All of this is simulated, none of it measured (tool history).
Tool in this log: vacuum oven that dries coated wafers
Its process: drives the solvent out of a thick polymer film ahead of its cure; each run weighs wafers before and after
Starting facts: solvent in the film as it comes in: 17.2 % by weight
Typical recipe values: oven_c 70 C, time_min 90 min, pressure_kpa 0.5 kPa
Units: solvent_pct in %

run   hour  oven_c  time_min  pressure_kpa  solvent_pct
  1    0.0      70        90           0.5         1.32
  2   14.9      70        90           0.5         1.33
  3   26.9      70        90           0.5         1.29
  4   44.5      70        90           0.5         1.38
  5   60.5      70        90           0.5         1.42
  6   82.9      70        90           0.5         1.32
  7  107.5      70        90           0.5         1.38
  8  126.6      70        90           0.5         1.26
  9  152.5      70        50           0.5         3.64
 10  175.0      70        50           0.5         3.65
 11  198.9      70        50           0.5         3.63
 12  214.8      70        50           0.5         3.61
     218.5  -- oven's thermocouples calibrated
 13  228.3      70        90           0.5         1.47
 14  238.8      70        90           0.5         1.47

Run 15 has not been measured yet. What should we expect?
 15  259.8      75       110           0.5            ?

solvent_pct: 0.57 %
Minus the tool's unlogged condition, the same run would have read solvent_pct 0.35 %.

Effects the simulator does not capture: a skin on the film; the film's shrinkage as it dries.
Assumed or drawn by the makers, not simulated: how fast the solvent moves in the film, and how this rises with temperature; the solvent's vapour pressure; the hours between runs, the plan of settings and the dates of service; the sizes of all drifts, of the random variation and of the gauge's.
